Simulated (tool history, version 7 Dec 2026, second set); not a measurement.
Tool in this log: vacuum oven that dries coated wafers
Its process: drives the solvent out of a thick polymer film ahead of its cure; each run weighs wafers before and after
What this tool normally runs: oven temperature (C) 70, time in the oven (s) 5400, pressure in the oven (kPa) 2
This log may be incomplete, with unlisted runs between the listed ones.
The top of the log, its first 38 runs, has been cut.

run,hour,oven temperature (C),time in the oven (s),pressure in the oven (kPa),solvent left in the film (%)
39,2187.2,69,2880,2,10.12
40,2223.6,78,2820,1.51,6.36
41,2280.9,78,7980,1.74,2.55
42,2353.1,63,3780,2,11.34
# hour 2411.8: oven's thermocouples calibrated
43,2416.9,71,6120,2,4.38
44,2483.3,81,4680,2,2.9
45,2528.5,81,4680,2,3.03
46,2591,81,4680,2,2.84
47,2633.4,60,4680,2,10.1

Alternative continuations, all from the tool just after run 47; predict every row:
A,2683.9,81,9300,4.05,?
B,2683.9,66,4680,5.13,?
C,2683.9,60,2940,1.58,?

run,solvent left in the film (%)
A,4.02
B,11.98
C,12.12
Take away the tool's hidden state, keep each run's random variation, and the runs would have read:
run,solvent left in the film (%)
A,3.72
B,11.45
C,11.65

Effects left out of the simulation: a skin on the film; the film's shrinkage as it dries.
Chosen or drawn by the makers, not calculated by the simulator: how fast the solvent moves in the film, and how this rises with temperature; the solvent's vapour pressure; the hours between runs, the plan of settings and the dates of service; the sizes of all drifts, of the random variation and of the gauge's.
